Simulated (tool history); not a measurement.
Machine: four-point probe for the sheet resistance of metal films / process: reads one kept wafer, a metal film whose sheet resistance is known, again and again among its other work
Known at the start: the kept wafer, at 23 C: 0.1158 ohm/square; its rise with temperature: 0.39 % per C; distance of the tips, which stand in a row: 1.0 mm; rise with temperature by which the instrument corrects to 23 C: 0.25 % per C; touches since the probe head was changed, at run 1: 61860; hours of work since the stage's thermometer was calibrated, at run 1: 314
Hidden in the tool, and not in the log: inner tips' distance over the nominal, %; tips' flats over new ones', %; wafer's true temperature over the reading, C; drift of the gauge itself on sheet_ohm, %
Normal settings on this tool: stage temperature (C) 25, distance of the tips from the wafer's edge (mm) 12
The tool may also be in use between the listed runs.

run	hour	stage temperature (C)	distance of the tips from the wafer's edge (mm)	touches since the probe head was changed	hours of work since the stage's thermometer was calibrated	sheet resistance as the instrument gives it (ohm/square)
1	0	25	12	61860	314	0.118915
2	16.9	25	12	62266	322	0.118924
3	39.4	25	12	62810	333	0.118884
4	53.9	25	12	63159	340	0.118935
# hour 75.2: new probe head fitted
5	75.6	25	12	10	351	0.116342
6	100.5	25	13	610	363	0.116274
7	128.9	25	13	1294	377	0.116306
8	151.3	25	13	1834	388	0.116337
9	182.4	28	8	2583	403	0.117389
10	199.8	28	8	3003	412	0.11745
11	222.1	34	12	3539	423	0.11783

Branching from run 11: 4 alternative next runs. What would each branch give?
A	253	18	12	4284	438	?
B	253	27	74	4284	438	?
C	253	18	6	4284	438	?
D	253	32	12	4284	438	?

run	sheet resistance as the instrument gives it (ohm/square)
A	0.115327
B	0.116357
C	0.116586
D	0.117539
Without the tool's hidden state the same runs would have given:
run	sheet resistance as the instrument gives it (ohm/square)
A	0.115409
B	0.116441
C	0.116669
D	0.117624

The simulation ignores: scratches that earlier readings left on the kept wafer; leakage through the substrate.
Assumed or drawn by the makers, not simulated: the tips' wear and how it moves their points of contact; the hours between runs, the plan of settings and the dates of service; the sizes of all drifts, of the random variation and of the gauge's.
